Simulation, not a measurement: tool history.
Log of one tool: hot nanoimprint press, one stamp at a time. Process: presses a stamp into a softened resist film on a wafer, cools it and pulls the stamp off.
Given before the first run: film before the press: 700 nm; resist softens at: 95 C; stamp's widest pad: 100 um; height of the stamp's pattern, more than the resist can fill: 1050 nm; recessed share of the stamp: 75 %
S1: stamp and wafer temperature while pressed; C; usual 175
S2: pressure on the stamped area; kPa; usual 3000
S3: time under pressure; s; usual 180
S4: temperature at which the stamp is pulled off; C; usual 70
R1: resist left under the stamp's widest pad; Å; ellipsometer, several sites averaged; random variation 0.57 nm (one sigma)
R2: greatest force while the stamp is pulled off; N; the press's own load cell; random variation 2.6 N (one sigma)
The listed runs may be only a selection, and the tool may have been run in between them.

run   hour   S1    S2   S3  S4    R1   R2
  1      0  175  3000  180  70  2610  245
  2   25.9  175  3000  180  70  2616  243
  3   52.3  175  3000  180  69  2602  255
      68.8  -- stamp cleaned and given a new release coat
  4   86.9  175  3000  180  69  2609  205
       114  -- plate thermocouple calibrated
  5  123.1  175  3000  180  70  2708  204
  6  169.5  175  3000  180  70  2707  215
  7  199.9  169  3000  180  70  3308  218
  8  234.7  175  3000  168  70  2757  224
  9  273.5  175  3000  168  70  2750  228
 10    295  175  3000  168  70  2760  232
 11  317.8  181  3000  168  70  2262  232
     359.5  -- press's hydraulic seals changed and the load cell set to zero
 12  370.4  175  3000  180  64  2641  259
 13  389.9  175  3000  180  64  2622  255
 14  433.2  175  3000  180  64  2631  262

Run 15 has not been measured yet. What should we expect?
 15  473.5  175  3000  265  77   ?   ?

R1: 2271 Å
R2: 231 N
On a tool with no hidden condition, and with the same random variation, this run would have come out at R1 2330 Å, R2 187 N.

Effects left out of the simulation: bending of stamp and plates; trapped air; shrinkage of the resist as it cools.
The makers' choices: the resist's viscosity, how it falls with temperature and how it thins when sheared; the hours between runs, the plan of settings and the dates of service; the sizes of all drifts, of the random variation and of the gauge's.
